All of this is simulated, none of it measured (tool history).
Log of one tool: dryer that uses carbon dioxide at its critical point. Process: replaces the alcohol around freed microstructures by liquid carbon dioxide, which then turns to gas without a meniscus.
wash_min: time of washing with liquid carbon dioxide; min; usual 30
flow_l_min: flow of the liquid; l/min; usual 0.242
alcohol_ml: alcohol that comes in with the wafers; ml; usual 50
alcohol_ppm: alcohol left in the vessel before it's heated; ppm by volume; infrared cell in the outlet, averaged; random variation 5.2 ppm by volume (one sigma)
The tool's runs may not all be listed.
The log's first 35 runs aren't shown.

run	hour	wash_min	flow_l_min	alcohol_ml	alcohol_ppm
36	622.4	25	0.176	100	3422
37	648.1	25	0.176	100	3531
# hour 662.3: inlet filter changed
38	665.5	40	0.207	50	157
39	687	40	0.207	50	166
40	698.2	40	0.207	73	184
41	712.5	40	0.207	73	186
42	736.1	40	0.207	73	187
43	762.9	38	0.147	23	305

Forecast each of these 5 alternatives for the next run:
A	782.7	30	0.147	23	?
B	782.7	38	0.212	27	?
C	782.7	22	0.302	26	?
D	782.7	25	0.242	50	?
E	782.7	27	0.212	90	?

run	alcohol_ppm
A	620
B	187
C	231
D	419
E	768
Without the tool's hidden state the same runs would have given:
run	alcohol_ppm
A	423
B	39
C	78
D	237
E	539
